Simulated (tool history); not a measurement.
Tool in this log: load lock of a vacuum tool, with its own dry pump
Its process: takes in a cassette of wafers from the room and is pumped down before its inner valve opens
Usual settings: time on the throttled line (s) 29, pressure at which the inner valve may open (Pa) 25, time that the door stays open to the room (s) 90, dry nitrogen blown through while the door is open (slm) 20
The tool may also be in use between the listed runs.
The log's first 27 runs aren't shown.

| run | day | time on the throttled line (s) | pressure at which the inner valve may open (Pa) | time that the door stays open to the room (s) | dry nitrogen blown through while the door is open (slm) | incoming humidity of the room's air, % | time from the closed door until the inner valve may open (s) | rise of the pressure with all valves shut (Pa/min) |
|---|---|---|---|---|---|---|---|---|
| 28 | 173.317 | 21 | 42 | 146 | 7 | 45 | 31.2 | 0.156 |
| 29 | 181.408 | 44 | 42 | 188 | 7 | 45.5 | 51.3 | 0.186 |
| 30 | 187.096 | 26 | 24 | 122 | 40 | 44.6 | 36.5 | 0.106 |
| 31 | 195.275 | 26 | 22 | 198 | 40 | 42.6 | 37 | 0.127 |
| 32 | 203.296 | 24 | 25 | 90 | 4 | 40.7 | 35.1 | 0.127 |
| 33 | 209.2 | 29 | 25 | 58 | 20 | 42.2 | 39.2 | 0.105 |
| 34 | 215.746 | 29 | 25 | 160 | 36 | 48.4 | 38.9 | 0.137 |
| 35 | 220.462 | 56 | 25 | 90 | 6 | 43.6 | 62 | 0.143 |
| 36 | 225.158 | 29 | 37 | 90 | 20 | 46.5 | 38.8 | 0.122 |

Alternative continuations, all from the tool just after run 36; predict every row:
| A | 228.625 | 29 | 21 | 169 | 20 | 46.3 | ? | ? |
| B | 228.625 | 29 | 24 | 90 | 20 | 48.1 | ? | ? |
| C | 228.625 | 49 | 37 | 90 | 4 | 44.6 | ? | ? |
| D | 228.625 | 31 | 35 | 26 | 20 | 46.1 | ? | ? |

| run | time from the closed door until the inner valve may open (s) | rise of the pressure with all valves shut (Pa/min) |
|---|---|---|
| A | 39.1 | 0.159 |
| B | 39.1 | 0.124 |
| C | 55.1 | 0.149 |
| D | 40.1 | 0.088 |
Without the tool's hidden state the same runs would have given:
| run | time from the closed door until the inner valve may open (s) | rise of the pressure with all valves shut (Pa/min) |
|---|---|---|
| A | 37.8 | 0.108 |
| B | 37.8 | 0.075 |
| C | 54.2 | 0.099 |
| D | 38.9 | 0.037 |
